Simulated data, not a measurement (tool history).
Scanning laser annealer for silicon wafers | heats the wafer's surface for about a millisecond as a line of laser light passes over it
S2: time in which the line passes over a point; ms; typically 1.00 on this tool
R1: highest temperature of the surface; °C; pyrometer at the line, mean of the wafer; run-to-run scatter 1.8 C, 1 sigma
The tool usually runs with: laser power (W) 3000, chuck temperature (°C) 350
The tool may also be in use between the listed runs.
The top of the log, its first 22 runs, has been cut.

Run 23, hour 1356.4: usual settings but S2 0.99 ms, chuck temperature (°C) 354. Result: R1 1035 °C.
Run 24, hour 1396.5: usual settings but laser power (W) 2849, S2 1.05 ms, chuck temperature (°C) 313. Result: R1 982 °C.
Run 25, hour 1456.4: usual settings but laser power (W) 3185, S2 0.72 ms, chuck temperature (°C) 313. Result: R1 911 °C.
Run 26, hour 1539.8: usual settings but chuck temperature (°C) 322. Result: R1 996 °C.
Run 27, hour 1601.2: usual settings but chuck temperature (°C) 322. Result: R1 995 °C.
Run 28, hour 1661.3: usual settings but laser power (W) 3285, S2 1.09 ms, chuck temperature (°C) 367. Result: R1 1133 °C.
Run 29, hour 1714.9: usual settings but laser power (W) 2692, S2 0.75 ms, chuck temperature (°C) 340. Result: R1 855 °C.
At hour 1759.4: window over the wafer cleaned.
Run 30, hour 1804.4: usual settings but laser power (W) 2692, S2 0.75 ms, chuck temperature (°C) 340. Result: R1 880 °C.
Run 31, hour 1876.3: usual settings but laser power (W) 2692, S2 1.05 ms, chuck temperature (°C) 378. Result: R1 1023 °C.
Run 32, hour 1958.3: usual settings but laser power (W) 2692, S2 1.05 ms, chuck temperature (°C) 378. Result: R1 1022 °C.
Run 33, hour 2034.6: usual settings but S2 0.73 ms, chuck temperature (°C) 329. Result: R1 911 °C.
Run 34, hour 2077.9: usual settings but S2 0.86 ms, chuck temperature (°C) 368. Result: R1 998 °C.
Run 35, hour 2160.7: usual settings but S2 0.86 ms, chuck temperature (°C) 368. Result: R1 996 °C.
Run 36, hour 2215.8: usual settings but S2 0.86 ms, chuck temperature (°C) 368. Result: R1 989 °C.
Run 37, hour 2261.9: usual settings but laser power (W) 3276, S2 0.86 ms, chuck temperature (°C) 368. Result: R1 1046 °C.
Run 38, hour 2349.4: usual settings but laser power (W) 2949, S2 1.21 ms, chuck temperature (°C) 368. Result: R1 1107 °C.
Run 39, hour 2388.5: usual settings but laser power (W) 3294, chuck temperature (°C) 366. Result: R1 1105 °C.
Run 40, hour 2475.3: usual settings but laser power (W) 2688, S2 0.94 ms. Result: R1 932 °C.

Below are 5 alternative next runs, each starting from the tool's condition after run 40. Predict each:
Run A, hour 2536.2: usual settings but laser power (W) 2644, S2 0.71 ms. Result: R1 ?.
Run B, hour 2536.2: usual settings but laser power (W) 3156, chuck temperature (°C) 377. Result: R1 ?.
Run C, hour 2536.2: usual settings but laser power (W) 2611, S2 1.05 ms, chuck temperature (°C) 381. Result: R1 ?.
Run D, hour 2536.2: usual settings but laser power (W) 3024, S2 1.04 ms, chuck temperature (°C) 348. Result: R1 ?.
Run E, hour 2536.2: usual settings but laser power (W) 2640, S2 0.88 ms, chuck temperature (°C) 373. Result: R1 ?.

run    R1
  A   837
  B  1077
  C   982
  D  1035
  E   922
Without the tool's hidden state the same runs would have given:
run    R1
  A   866
  B  1119
  C  1018
  D  1076
  E   955
